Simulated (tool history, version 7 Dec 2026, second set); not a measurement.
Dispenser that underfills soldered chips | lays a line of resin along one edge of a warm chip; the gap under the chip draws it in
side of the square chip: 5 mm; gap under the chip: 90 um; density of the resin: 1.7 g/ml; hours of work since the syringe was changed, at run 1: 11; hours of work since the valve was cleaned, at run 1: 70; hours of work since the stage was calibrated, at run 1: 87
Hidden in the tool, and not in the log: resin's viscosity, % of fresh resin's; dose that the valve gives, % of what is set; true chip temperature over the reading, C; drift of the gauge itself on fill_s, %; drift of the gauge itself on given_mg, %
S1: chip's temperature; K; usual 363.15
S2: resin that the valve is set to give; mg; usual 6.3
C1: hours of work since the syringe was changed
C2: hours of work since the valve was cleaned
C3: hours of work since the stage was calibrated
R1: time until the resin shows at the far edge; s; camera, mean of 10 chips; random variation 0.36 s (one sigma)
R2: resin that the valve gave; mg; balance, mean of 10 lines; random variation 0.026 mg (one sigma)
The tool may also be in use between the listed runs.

| run | hour | S1 | S2 | C1 | C2 | C3 | R1 | R2 |
|---|---|---|---|---|---|---|---|---|
| 1 | 0 | 363.15 | 6.3 | 11 | 70 | 87 | 45.4 | 6.11 |
|  | 0.9 | new syringe of resin |
| 2 | 4.5 | 363.15 | 6.3 | 3 | 74 | 91 | 24 | 6.04 |
| 3 | 10.9 | 363.15 | 6.3 | 8 | 79 | 95 | 34.6 | 6.07 |
|  | 16.3 | new syringe of resin |
| 4 | 17.2 | 363.15 | 6.09 | 1 | 83 | 100 | 21.9 | 5.82 |
| 5 | 21.8 | 365.15 | 6.3 | 4 | 87 | 104 | 26 | 6.03 |
| 6 | 29.4 | 365.15 | 6.3 | 10 | 93 | 109 | 39.1 | 5.97 |
|  | 31.3 | new syringe of resin |
| 7 | 36.7 | 365.15 | 6.3 | 4 | 98 | 115 | 26.6 | 5.93 |
| 8 | 41.1 | 363.15 | 8.13 | 8 | 101 | 118 | 34.9 | 7.69 |
|  | 46.5 | new syringe of resin |
| 9 | 48 | 363.15 | 6.3 | 1 | 106 | 123 | 21.9 | 5.96 |
| 10 | 52.4 | 363.15 | 6.3 | 5 | 110 | 127 | 27.7 | 5.92 |
| 11 | 58.3 | 350.15 | 6.3 | 9 | 114 | 131 | 59.8 | 5.91 |
|  | 61.5 | new syringe of resin |
| 12 | 63.3 | 363.15 | 6.3 | 1 | 118 | 135 | 23.2 | 5.88 |
|  | 66 | dispensing valve cleaned and set on the balance |
| 13 | 70.4 | 363.15 | 6.3 | 6 | 3 | 140 | 32.5 | 6.28 |
| 14 | 73.6 | 363.15 | 6.3 | 9 | 6 | 142 | 38.1 | 6.27 |
|  | 78.1 | new syringe of resin |
| 15 | 79.1 | 363.15 | 6.3 | 1 | 10 | 146 | 21.4 | 6.32 |
| 16 | 82.9 | 363.15 | 6.3 | 4 | 13 | 149 | 26.3 | 6.28 |
| 17 | 87.1 | 363.15 | 6.09 | 7 | 16 | 152 | 34.1 | 6.05 |
| 18 | 92.6 | 363.15 | 7.96 | 11 | 20 | 156 | 46.4 | 7.86 |
|  | 93.3 | new syringe of resin |
| 19 | 98.8 | 363.15 | 5.43 | 4 | 25 | 161 | 28.5 | 5.37 |
| 20 | 104.3 | 363.15 | 5.43 | 8 | 29 | 165 | 39.5 | 5.33 |
|  | 108.6 | new syringe of resin |
| 21 | 108.8 | 362.15 | 7.82 | 0 | 32 | 168 | 20.6 | 7.7 |
| 22 | 115.9 | 349.15 | 6.03 | 6 | 38 | 174 | 49.9 | 5.91 |
| 23 | 119.6 | 354.15 | 7.81 | 8 | 41 | 177 | 49.1 | 7.71 |
|  | 123.6 | new syringe of resin |
| 24 | 127.1 | 358.15 | 6.3 | 3 | 46 | 182 | 29.5 | 6.16 |
| 25 | 130.5 | 358.15 | 6.3 | 5 | 49 | 185 | 35.5 | 6.14 |
| 26 | 135.5 | 378.15 | 5.41 | 9 | 53 | 189 | 25.2 | 5.27 |
|  | 139 | new syringe of resin |
| 27 | 141 | 378.15 | 8.06 | 2 | 57 | 193 | 14.6 | 7.8 |
| 28 | 145.4 | 363.15 | 5.7 | 5 | 60 | 196 | 30.7 | 5.53 |
| 29 | 151.7 | 354.15 | 6.3 | 10 | 65 | 201 | 57 | 6.08 |
|  | 154.1 | new syringe of resin |
| 30 | 157.8 | 354.15 | 6.3 | 3 | 69 | 205 | 34.9 | 6.11 |
| 31 | 163 | 354.15 | 6.9 | 7 | 73 | 209 | 45.1 | 6.63 |
| 32 | 167.1 | 371.15 | 6.62 | 10 | 76 | 213 | 33.5 | 6.39 |
|  | 169.5 | new syringe of resin |
| 33 | 170.7 | 371.15 | 6.62 | 1 | 79 | 215 | 17.2 | 6.39 |
| 34 | 174.4 | 362.15 | 7.3 | 4 | 82 | 218 | 27.2 | 6.99 |
| 35 | 180.7 | 366.15 | 6.3 | 9 | 87 | 223 | 34.9 | 6.01 |
|  | 184.6 | new syringe of resin |
| 36 | 187.5 | 360.15 | 6.52 | 2 | 92 | 228 | 27.9 | 6.19 |
| 37 | 194.1 | 352.15 | 6.91 | 7 | 97 | 233 | 52.4 | 6.59 |

3 ways to go on from here, each from the tool as it stands after run 37. What would each give?
| A | 197.8 | 363.15 | 5.7 | 10 | 100 | 236 | ? | ? |
| B | 197.8 | 377.15 | 6.3 | 10 | 100 | 236 | ? | ? |
| C | 197.8 | 363.15 | 6.34 | 10 | 100 | 236 | ? | ? |

| run | R1 | R2 |
|---|---|---|
| A | 46.1 | 5.41 |
| B | 29.1 | 6.01 |
| C | 45.5 | 6.03 |
Without the tool's hidden state the same runs would have given:
| run | R1 | R2 |
|---|---|---|
| A | 20.4 | 5.7 |
| B | 12.9 | 6.33 |
| C | 20.3 | 6.35 |
